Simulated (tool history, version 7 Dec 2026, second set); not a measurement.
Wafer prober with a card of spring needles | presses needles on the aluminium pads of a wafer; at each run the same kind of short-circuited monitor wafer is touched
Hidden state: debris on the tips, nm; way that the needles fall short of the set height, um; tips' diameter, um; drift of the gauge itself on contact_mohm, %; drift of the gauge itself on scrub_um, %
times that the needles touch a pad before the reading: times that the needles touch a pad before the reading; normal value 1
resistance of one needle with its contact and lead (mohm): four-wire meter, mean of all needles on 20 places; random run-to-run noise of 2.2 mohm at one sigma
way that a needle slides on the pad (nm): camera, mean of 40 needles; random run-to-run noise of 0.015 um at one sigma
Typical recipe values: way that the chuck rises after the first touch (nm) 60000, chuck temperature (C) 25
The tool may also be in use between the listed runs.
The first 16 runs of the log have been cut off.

| run | hour | way that the chuck rises after the first touch (nm) | chuck temperature (C) | times that the needles touch a pad before the reading | touches since the tips were cleaned | cleanings since the card got new needles | touches since the first contact's height was set | resistance of one needle with its contact and lead (mohm) | way that a needle slides on the pad (nm) |
|---|---|---|---|---|---|---|---|---|---|
|  | 360.8 | tips cleaned on abrasive film |
| 17 | 369.7 | 60000 | 25 | 1 | 2013 | 48 | 84836 | 361 | 16170 |
| 18 | 384.8 | 62000 | 101 | 2 | 5440 | 48 | 88263 | 372 | 16700 |
|  | 389.2 | tips cleaned on abrasive film |
| 19 | 407.7 | 62000 | 101 | 2 | 4190 | 49 | 93435 | 366 | 16640 |
|  | 418.6 | tips cleaned on abrasive film |
| 20 | 435.2 | 62000 | 101 | 2 | 3764 | 50 | 99652 | 356 | 16660 |
|  | 448.8 | tips cleaned on abrasive film |
| 21 | 448.9 | 62000 | 101 | 2 | 16 | 51 | 102734 | 280 | 16660 |
| 22 | 473.8 | 66000 | 97 | 1 | 5676 | 51 | 108394 | 441 | 17720 |
|  | 478.1 | tips cleaned on abrasive film |
| 23 | 487.3 | 77000 | 66 | 3 | 2069 | 52 | 111424 | 286 | 20710 |
|  | 508.7 | tips cleaned on abrasive film |
| 24 | 515.8 | 65000 | 45 | 1 | 1614 | 53 | 117885 | 347 | 17430 |
| 25 | 528.8 | 65000 | 45 | 1 | 4552 | 53 | 120823 | 434 | 17430 |
|  | 537.8 | tips cleaned on abrasive film |
|  | 546.4 | height of the first contact set anew |
| 26 | 546.7 | 55000 | 28 | 2 | 1946 | 54 | 62 | 325 | 14930 |
|  | 568.5 | tips cleaned on abrasive film |
| 27 | 574.9 | 48000 | 25 | 1 | 1444 | 55 | 6438 | 366 | 13020 |
| 28 | 589.1 | 48000 | 25 | 1 | 4663 | 55 | 9657 | 534 | 13040 |
|  | 598 | tips cleaned on abrasive film |
| 29 | 610.9 | 48000 | 25 | 1 | 2919 | 56 | 14573 | 472 | 13040 |
| 30 | 626 | 60000 | 125 | 1 | 6346 | 56 | 18000 | 476 | 16270 |
|  | 627.6 | tips cleaned on abrasive film |
| 31 | 655.6 | 60000 | 125 | 1 | 6332 | 57 | 24686 | 480 | 16280 |
|  | 658.3 | tips cleaned on abrasive film |
| 32 | 678.4 | 60000 | 25 | 1 | 4559 | 58 | 29854 | 448 | 16270 |
|  | 688.8 | tips cleaned on abrasive film |
| 33 | 696.2 | 41000 | 25 | 2 | 1696 | 59 | 33865 | 376 | 11100 |

Predict each of these 3 candidate next runs independently; none follows another, all start after run 33:
| A | 712.4 | 57000 | 25 | 1 | 5369 | 59 | 37538 | ? | ? |
| B | 712.4 | 44000 | 63 | 1 | 5369 | 59 | 37538 | ? | ? |
| C | 712.4 | 60000 | 25 | 2 | 5369 | 59 | 37538 | ? | ? |

| run | resistance of one needle with its contact and lead (mohm) | way that a needle slides on the pad (nm) |
|---|---|---|
| A | 488 | 15430 |
| B | 618 | 11900 |
| C | 387 | 16210 |
Had the tool no hidden state, the same runs would have come out as:
| run | resistance of one needle with its contact and lead (mohm) | way that a needle slides on the pad (nm) |
|---|---|---|
| A | 251 | 15510 |
| B | 264 | 11970 |
| C | 254 | 16280 |

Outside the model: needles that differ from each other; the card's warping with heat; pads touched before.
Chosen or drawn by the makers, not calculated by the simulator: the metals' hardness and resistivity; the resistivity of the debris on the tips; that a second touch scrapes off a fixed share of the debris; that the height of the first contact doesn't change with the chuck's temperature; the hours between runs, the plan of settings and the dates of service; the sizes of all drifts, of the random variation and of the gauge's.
